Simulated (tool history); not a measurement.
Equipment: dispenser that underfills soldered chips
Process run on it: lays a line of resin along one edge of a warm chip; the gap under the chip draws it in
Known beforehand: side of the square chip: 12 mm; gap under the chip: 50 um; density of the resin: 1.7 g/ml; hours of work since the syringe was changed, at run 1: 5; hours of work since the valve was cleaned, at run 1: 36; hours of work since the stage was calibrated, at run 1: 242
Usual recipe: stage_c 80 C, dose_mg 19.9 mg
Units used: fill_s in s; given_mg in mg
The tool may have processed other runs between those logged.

| run | hour | stage_c | dose_mg | hours of work since the syringe was changed | hours of work since the valve was cleaned | hours of work since the stage was calibrated | fill_s | given_mg |
|---|---|---|---|---|---|---|---|---|
| 1 | 0 | 80 | 19.9 | 5 | 36 | 242 | 225.7 | 19.55 |
|  | 3.6 | new syringe of resin |
| 2 | 9.5 | 80 | 19.9 | 4 | 41 | 248 | 214 | 19.67 |
|  | 15.3 | new syringe of resin |
| 3 | 20.3 | 80 | 19.9 | 3 | 48 | 255 | 210.3 | 19.73 |
|  | 26.8 | new syringe of resin |
| 4 | 27.3 | 80 | 19.9 | 0 | 52 | 259 | 191.7 | 19.59 |
| 5 | 35.7 | 80 | 19.9 | 6 | 58 | 264 | 233.2 | 19.57 |
|  | 38.3 | new syringe of resin |
| 6 | 45.7 | 80 | 19.9 | 5 | 64 | 270 | 223.3 | 19.46 |
|  | 49.6 | new syringe of resin |
| 7 | 53.7 | 80 | 22 | 3 | 69 | 275 | 207.9 | 21.49 |
| 8 | 59.4 | 80 | 22 | 6 | 72 | 279 | 233.3 | 21.41 |
|  | 61.6 | new syringe of resin |
| 9 | 64.1 | 80 | 22 | 2 | 75 | 282 | 205 | 21.48 |
| 10 | 69.8 | 80 | 22 | 5 | 78 | 285 | 229.5 | 21.45 |
|  | 72.8 | new syringe of resin |
| 11 | 76 | 80 | 19.2 | 2 | 82 | 289 | 211.1 | 18.65 |
| 12 | 80.8 | 80 | 19.2 | 5 | 85 | 292 | 229.9 | 18.71 |
|  | 84.1 | new syringe of resin |
| 13 | 89 | 80 | 19.2 | 3 | 90 | 297 | 215.7 | 18.57 |
|  | 95.4 | new syringe of resin |
| 14 | 99.5 | 80 | 19.9 | 3 | 97 | 303 | 217.1 | 19.25 |
|  | 106.8 | new syringe of resin |
| 15 | 109.3 | 80 | 19.9 | 2 | 103 | 309 | 205 | 19.15 |
|  | 118 | new syringe of resin |
| 16 | 119.7 | 80 | 24.5 | 1 | 109 | 316 | 200.7 | 23.6 |
| 17 | 124.5 | 80 | 19.9 | 4 | 112 | 319 | 224.6 | 19.2 |
|  | 129.7 | new syringe of resin |
| 18 | 133.8 | 69 | 18.6 | 3 | 118 | 324 | 342 | 17.78 |
| 19 | 138 | 69 | 18.6 | 5 | 120 | 327 | 374.5 | 17.82 |
|  | 141.3 | new syringe of resin |
|  | 145.5 | dispensing valve cleaned and set on the balance |
| 20 | 149.1 | 69 | 18.6 | 4 | 2 | 333 | 377.1 | 18.62 |
|  | 153.7 | new syringe of resin |
| 21 | 154.8 | 79 | 21.1 | 1 | 6 | 337 | 210 | 21.18 |
| 22 | 163.4 | 71 | 21.1 | 6 | 11 | 342 | 356.3 | 21.12 |
|  | 164.8 | new syringe of resin |
| 23 | 171.7 | 71 | 21.1 | 4 | 16 | 347 | 328.7 | 21.09 |
|  | 176.5 | new syringe of resin |
| 24 | 180.6 | 79 | 19.9 | 3 | 22 | 353 | 227.2 | 19.8 |
|  | 188.5 | new syringe of resin |
| 25 | 190.3 | 79 | 19.9 | 1 | 28 | 359 | 216.5 | 19.85 |
| 26 | 199.1 | 82 | 19.9 | 7 | 33 | 364 | 226.5 | 19.79 |
|  | 200 | new syringe of resin |
| 27 | 209.6 | 80 | 17.4 | 6 | 40 | 371 | 254.4 | 17.18 |
|  | 211.4 | new syringe of resin |
| 28 | 220.5 | 80 | 17.4 | 6 | 46 | 377 | 247.2 | 17.15 |
|  | 222.9 | new syringe of resin |
| 29 | 228.3 | 93 | 18.8 | 3 | 51 | 382 | 131.7 | 18.55 |
|  | 234.5 | new syringe of resin |
| 30 | 235.7 | 78 | 19.8 | 1 | 55 | 387 | 225 | 19.45 |
| 31 | 240.4 | 78 | 19.8 | 4 | 58 | 389 | 246 | 19.55 |
| 32 | 244.8 | 78 | 19.8 | 6 | 61 | 392 | 267.7 | 19.48 |
|  | 246.1 | new syringe of resin |
| 33 | 254.8 | 78 | 19.8 | 5 | 67 | 398 | 262.6 | 19.42 |
|  | 257.3 | new syringe of resin |
| 34 | 261.8 | 80 | 18.5 | 3 | 72 | 403 | 226.8 | 18.2 |

Hidden condition of the tool, last listed run before each entry between runs versus first listed run after:
In the gap between runs 1 and 2: new syringe of resin (hour 3.6)
  resin's viscosity, % of fresh resin's: 115.9 -> 110; dose that the valve gives, % of what is set: 98.85 -> 98.65; true chip temperature over the reading, C: -1.74 -> -1.79
  measured value less the no-hidden-state value, fill_s: +44.8 -> +33.6 s; given_mg: -0.23 -> -0.26 mg
In the gap between runs 2 and 3: new syringe of resin (hour 15.3)
  resin's viscosity, % of fresh resin's: 110 -> 108; dose that the valve gives, % of what is set: 98.65 -> 98.42; true chip temperature over the reading, C: -1.79 -> -1.84
  measured value less the no-hidden-state value, fill_s: +33.6 -> +30.3 s; given_mg: -0.26 -> -0.31 mg
In the gap between runs 3 and 4: new syringe of resin (hour 26.8)
  resin's viscosity, % of fresh resin's: 108 -> 100.6; dose that the valve gives, % of what is set: 98.42 -> 98.26; true chip temperature over the reading, C: -1.84 -> -1.87
  measured value less the no-hidden-state value, fill_s: +30.3 -> +15.7 s; given_mg: -0.31 -> -0.35 mg
In the gap between runs 5 and 6: new syringe of resin (hour 38.3)
  resin's viscosity, % of fresh resin's: 118.1 -> 114; dose that the valve gives, % of what is set: 98.07 -> 97.88; true chip temperature over the reading, C: -1.91 -> -1.96
  measured value less the no-hidden-state value, fill_s: +51.3 -> +43.2 s; given_mg: -0.38 -> -0.42 mg
In the gap between runs 6 and 7: new syringe of resin (hour 49.6)
  resin's viscosity, % of fresh resin's: 114 -> 107.6; dose that the valve gives, % of what is set: 97.88 -> 97.71; true chip temperature over the reading, C: -1.96 -> -2
  measured value less the no-hidden-state value, fill_s: +43.2 -> +30.4 s; given_mg: -0.42 -> -0.5 mg
In the gap between runs 8 and 9: new syringe of resin (hour 61.6)
  resin's viscosity, % of fresh resin's: 120 -> 106.8; dose that the valve gives, % of what is set: 97.57 -> 97.47; true chip temperature over the reading, C: -2.03 -> -2.05
  measured value less the no-hidden-state value, fill_s: +54.8 -> +29 s; given_mg: -0.53 -> -0.56 mg
In the gap between runs 10 and 11: new syringe of resin (hour 72.8)
  resin's viscosity, % of fresh resin's: 119.1 -> 106.1; dose that the valve gives, % of what is set: 97.35 -> 97.2; true chip temperature over the reading, C: -2.08 -> -2.11
  measured value less the no-hidden-state value, fill_s: +53.2 -> +29.4 s; given_mg: -0.58 -> -0.54 mg
In the gap between runs 12 and 13: new syringe of resin (hour 84.1)
  resin's viscosity, % of fresh resin's: 116.2 -> 109.2; dose that the valve gives, % of what is set: 97.1 -> 96.93; true chip temperature over the reading, C: -2.13 -> -2.17
  measured value less the no-hidden-state value, fill_s: +49.7 -> +36.1 s; given_mg: -0.56 -> -0.59 mg
In the gap between runs 13 and 14: new syringe of resin (hour 95.4)
  resin's viscosity, % of fresh resin's: 109.2 -> 108.8; dose that the valve gives, % of what is set: 96.93 -> 96.7; true chip temperature over the reading, C: -2.17 -> -2.21
  measured value less the no-hidden-state value, fill_s: +36.1 -> +35.9 s; given_mg: -0.59 -> -0.66 mg
In the gap between runs 14 and 15: new syringe of resin (hour 106.8)
  resin's viscosity, % of fresh resin's: 108.8 -> 102.8; dose that the valve gives, % of what is set: 96.7 -> 96.48; true chip temperature over the reading, C: -2.21 -> -2.25
  measured value less the no-hidden-state value, fill_s: +35.9 -> +24.2 s; given_mg: -0.66 -> -0.7 mg
In the gap between runs 15 and 16: new syringe of resin (hour 118)
  resin's viscosity, % of fresh resin's: 102.8 -> 102.1; dose that the valve gives, % of what is set: 96.48 -> 96.25; true chip temperature over the reading, C: -2.25 -> -2.31
  measured value less the no-hidden-state value, fill_s: +24.2 -> +22.4 s; given_mg: -0.7 -> -0.92 mg
In the gap between runs 17 and 18: new syringe of resin (hour 129.7)
  resin's viscosity, % of fresh resin's: 112 -> 106.9; dose that the valve gives, % of what is set: 96.14 -> 95.95; true chip temperature over the reading, C: -2.33 -> -2.37
  measured value less the no-hidden-state value, fill_s: +43.3 -> +55.9 s; given_mg: -0.78 -> -0.75 mg
In the gap between runs 19 and 20: new syringe of resin (hour 141.3); dispensing valve cleaned and set on the balance (hour 145.5)
  resin's viscosity, % of fresh resin's: 116 -> 115; dose that the valve gives, % of what is set: 95.86 -> 100.36; true chip temperature over the reading, C: -2.39 -> -2.43
  measured value less the no-hidden-state value, fill_s: +85.9 -> +82.4 s; given_mg: -0.77 -> +0.06 mg
In the gap between runs 20 and 21: new syringe of resin (hour 153.7)
  resin's viscosity, % of fresh resin's: 115 -> 102.4; dose that the valve gives, % of what is set: 100.36 -> 100.23; true chip temperature over the reading, C: -2.43 -> -2.46
  measured value less the no-hidden-state value, fill_s: +82.4 -> +24.9 s; given_mg: +0.06 -> +0.04 mg
In the gap between runs 22 and 23: new syringe of resin (hour 164.8)
  resin's viscosity, % of fresh resin's: 120.7 -> 113.4; dose that the valve gives, % of what is set: 100.04 -> 99.86; true chip temperature over the reading, C: -2.5 -> -2.54
  measured value less the no-hidden-state value, fill_s: +91.7 -> +69.4 s; given_mg: +0.01 -> -0.03 mg
In the gap between runs 23 and 24: new syringe of resin (hour 176.5)
  resin's viscosity, % of fresh resin's: 113.4 -> 108; dose that the valve gives, % of what is set: 99.86 -> 99.66; true chip temperature over the reading, C: -2.54 -> -2.58
  measured value less the no-hidden-state value, fill_s: +69.4 -> +38.5 s; given_mg: -0.03 -> -0.06 mg
In the gap between runs 24 and 25: new syringe of resin (hour 188.5)
  resin's viscosity, % of fresh resin's: 108 -> 104.4; dose that the valve gives, % of what is set: 99.66 -> 99.46; true chip temperature over the reading, C: -2.58 -> -2.62
  measured value less the no-hidden-state value, fill_s: +38.5 -> +30.8 s; given_mg: -0.06 -> -0.11 mg
In the gap between runs 26 and 27: new syringe of resin (hour 200)
  resin's viscosity, % of fresh resin's: 123.6 -> 123; dose that the valve gives, % of what is set: 99.25 -> 98.98; true chip temperature over the reading, C: -2.66 -> -2.71
  measured value less the no-hidden-state value, fill_s: +62.4 -> +69.9 s; given_mg: -0.15 -> -0.18 mg
In the gap between runs 27 and 28: new syringe of resin (hour 211.4)
  resin's viscosity, % of fresh resin's: 123 -> 118.6; dose that the valve gives, % of what is set: 98.98 -> 98.74; true chip temperature over the reading, C: -2.71 -> -2.76
  measured value less the no-hidden-state value, fill_s: +69.9 -> +62.2 s; given_mg: -0.18 -> -0.22 mg
In the gap between runs 28 and 29: new syringe of resin (hour 222.9)
  resin's viscosity, % of fresh resin's: 118.6 -> 111; dose that the valve gives, % of what is set: 98.74 -> 98.57; true chip temperature over the reading, C: -2.76 -> -2.8
  measured value less the no-hidden-state value, fill_s: +62.2 -> +25.5 s; given_mg: -0.22 -> -0.26 mg
In the gap between runs 29 and 30: new syringe of resin (hour 234.5)
  resin's viscosity, % of fresh resin's: 111 -> 102.2; dose that the valve gives, % of what is set: 98.57 -> 98.43; true chip temperature over the reading, C: -2.8 -> -2.83
  measured value less the no-hidden-state value, fill_s: +25.5 -> +30.1 s; given_mg: -0.26 -> -0.31 mg
In the gap between runs 32 and 33: new syringe of resin (hour 246.1)
  resin's viscosity, % of fresh resin's: 121.6 -> 119.1; dose that the valve gives, % of what is set: 98.24 -> 98; true chip temperature over the reading, C: -2.87 -> -2.91
  measured value less the no-hidden-state value, fill_s: +72.9 -> +68.1 s; given_mg: -0.35 -> -0.39 mg
In the gap between runs 33 and 34: new syringe of resin (hour 257.3)
  resin's viscosity, % of fresh resin's: 119.1 -> 109.7; dose that the valve gives, % of what is set: 98 -> 97.86; true chip temperature over the reading, C: -2.91 -> -2.94
  measured value less the no-hidden-state value, fill_s: +68.1 -> +44.7 s; given_mg: -0.39 -> -0.4 mg
